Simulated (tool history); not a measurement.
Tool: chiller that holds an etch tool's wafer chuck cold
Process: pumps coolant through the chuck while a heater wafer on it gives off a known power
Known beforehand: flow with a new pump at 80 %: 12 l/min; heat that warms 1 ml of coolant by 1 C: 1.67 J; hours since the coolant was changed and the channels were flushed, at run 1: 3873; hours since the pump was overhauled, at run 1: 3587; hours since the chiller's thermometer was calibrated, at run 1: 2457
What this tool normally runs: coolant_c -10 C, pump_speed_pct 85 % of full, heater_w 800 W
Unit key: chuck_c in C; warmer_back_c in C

run    hour  coolant_c  pump_speed_pct  heater_w  hours since the coolant was changed and the channels were flushed  hours since the pump was overhauled  hours since the chiller's thermometer was calibrated  chuck_c  warmer_back_c
  1     0.0        -10              85       800                                                               3873                                 3587                                                  2457     -4.7           2.35
       18.0  -- chiller's thermometer calibrated
  2   168.6        -10              85       800                                                               4041                                 3754                                                   151     -4.5           2.37
  3   376.5        -10              85       800                                                               4248                                 3962                                                   358     -4.7           2.40
  4   537.8        -10              67       800                                                               4410                                 4123                                                   520     -3.3           3.10
  5   758.9         -6              67       800                                                               4631                                 4344                                                   741      0.8           3.08
  6   915.0        -10              85       555                                                               4787                                 4501                                                   897     -6.2           1.62
  7  1027.9        -10              85       800                                                               4900                                 4613                                                  1010     -4.6           2.37
  8  1237.3        -10              85       800                                                               5109                                 4823                                                  1219     -4.4           2.40
  9  1409.3        -10              85       800                                                               5281                                 4995                                                  1391     -4.4           2.40
 10  1566.5        -10              85       657                                                               5438                                 5152                                                  1548     -5.6           1.99
 11  1776.6        -10              85       404                                                               5649                                 5362                                                  1759     -7.3           1.15
     1826.1  -- coolant changed, channels flushed
 12  1950.0        -10              85       404                                                                124                                 5530                                                  1926     -7.7           1.19
 13  2122.0         -1              75      1121                                                                296                                 5702                                                  2098      6.8           3.88
 14  2297.7         -4              87       795                                                                472                                 5877                                                  2274      0.8           2.36
 15  2429.7         -8              70       826                                                                604                                 6009                                                  2406     -1.9           3.13
     2508.6  -- chiller's thermometer calibrated
 16  2616.3        -10              62       407                                                                789                                 6195                                                   108     -6.4           1.75
 17  2829.5         -5              85      1159                                                               1002                                 6408                                                   321      2.5           3.61
 18  2928.5         -5              85      1159                                                               1101                                 6507                                                   420      2.5           3.55

Expected results for the next run?
 19  3032.6         -5              85      1159                                                               1205                                 6611                                                   524        ?              ?

{"run 19": {"chuck_c": 2.7, "warmer_back_c": 3.58}}
Without the tool's hidden state the same run would have given chuck_c 1.9 C, warmer_back_c 3.24 C.

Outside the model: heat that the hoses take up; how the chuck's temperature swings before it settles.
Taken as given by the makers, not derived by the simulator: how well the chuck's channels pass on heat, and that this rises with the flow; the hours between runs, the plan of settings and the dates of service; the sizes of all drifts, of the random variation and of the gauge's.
